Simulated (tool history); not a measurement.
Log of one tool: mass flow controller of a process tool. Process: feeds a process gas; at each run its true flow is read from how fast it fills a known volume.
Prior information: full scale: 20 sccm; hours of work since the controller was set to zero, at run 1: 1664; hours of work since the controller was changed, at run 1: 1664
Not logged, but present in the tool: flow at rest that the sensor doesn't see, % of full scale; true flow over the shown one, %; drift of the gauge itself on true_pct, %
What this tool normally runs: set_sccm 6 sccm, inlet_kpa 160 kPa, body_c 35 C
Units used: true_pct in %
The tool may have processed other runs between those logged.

run    hour  set_sccm  inlet_kpa  body_c  hours of work since the controller was set to zero  hours of work since the controller was changed  true_pct
  1       0         6        160      35                                                1664                                            1664      98.3
  2   169.4         6        160      35                                                1755                                            1755     98.24
  3   310.2         6        160      35                                                1831                                            1831     98.26
  4   465.2         6        160      35                                                1915                                            1915     98.06
  5   617.9         6        160      35                                                1997                                            1997     98.06
  6   836.9         6        160      35                                                2115                                            2115     97.92
  7  1040.6         6        160      35                                                2224                                            2224     97.96
  8  1235.5        13        160      35                                                2329                                            2329     98.19
  9  1330.4        13        160      35                                                2380                                            2380     98.02
 10    1456         6        160      35                                                2448                                            2448     97.82
 11  1557.4         6        160      35                                                2503                                            2503     97.58
 12  1680.5         6        160      20                                                2569                                            2569     98.44
 13  1789.7         6        160      37                                                2628                                            2628     97.28
 14  1987.5         6        160      37                                                2734                                            2734     97.37
 15  2116.3         6        160      37                                                2804                                            2804     97.22
 16  2210.7         6        160      37                                                2854                                            2854     97.09
 17  2372.2         6        160      20                                                2941                                            2941      98.1
 18  2492.5         6        160      35                                                3006                                            3006     97.18
 19  2619.4        14        160      35                                                3074                                            3074     97.73
 20  2749.1        14        160      35                                                3144                                            3144     97.58
 21  2933.3        14        160      35                                                3243                                            3243     97.49
 22    3068        14        160      35                                                3316                                            3316     97.61
 23  3229.1         6        160      29                                                3403                                            3403     97.21
 24  3388.1         9        169      28                                                3488                                            3488      97.5
 25  3586.1         9        169      28                                                3595                                            3595     97.42
 26  3729.2         6        160      24                                                3672                                            3672     97.32
 27  3835.7        10        160      39                                                3729                                            3729     96.65
 28  3950.4        12        260      25                                                3791                                            3791     98.06
 29  4120.7         6        191      22                                                3883                                            3883      97.5
 30  4325.6        15        142      31                                                3993                                            3993     97.08
 31  4483.6        19        272      35                                                4078                                            4078     98.04
 32    4699        19        272      35                                                4194                                            4194     97.83
 33  4846.6         8        214      27                                                4274                                            4274     97.23
 34  5030.8         8        214      27                                                4373                                            4373     97.07
 35  5172.9         8        214      27                                                4449                                            4449     96.88
 36    5358         6        156      37                                                4549                                            4549     95.86
 37  5482.5         6        156      37                                                4616                                            4616      95.8
 38  5700.2         3        176      37                                                4733                                            4733     95.77
     5856.1  -- gauge calibrated
 39  5867.3         3        176      37                                                4823                                            4823     98.06
 40  6042.9         3        176      37                                                4918                                            4918     98.02
 41  6214.2        14        176      37                                                5010                                            5010     98.74
 42  6391.5        10        267      20                                                5106                                            5106     99.97

The same runs without the tool's hidden state, with the same run-to-run variation:
run  true_pct
  1     98.29
  2     98.31
  3     98.39
  4     98.25
  5     98.32
  6     98.28
  7      98.4
  8     98.72
  9      98.6
 10     98.45
 11     98.24
 12     99.17
 13     98.05
 14     98.22
 15     98.13
 16     98.04
 17     99.12
 18     98.25
 19     98.86
 20     98.77
 21     98.76
 22     98.94
 23      98.6
 24     98.96
 25     98.98
 26     98.94
 27      98.3
 28     99.79
 29     99.29
 30     98.96
 31    100.01
 32     99.89
 33     99.34
 34     99.25
 35     99.13
 36     98.16
 37     98.16
 38     98.21
 39     98.05
 40     98.08
 41      98.9
 42     100.2
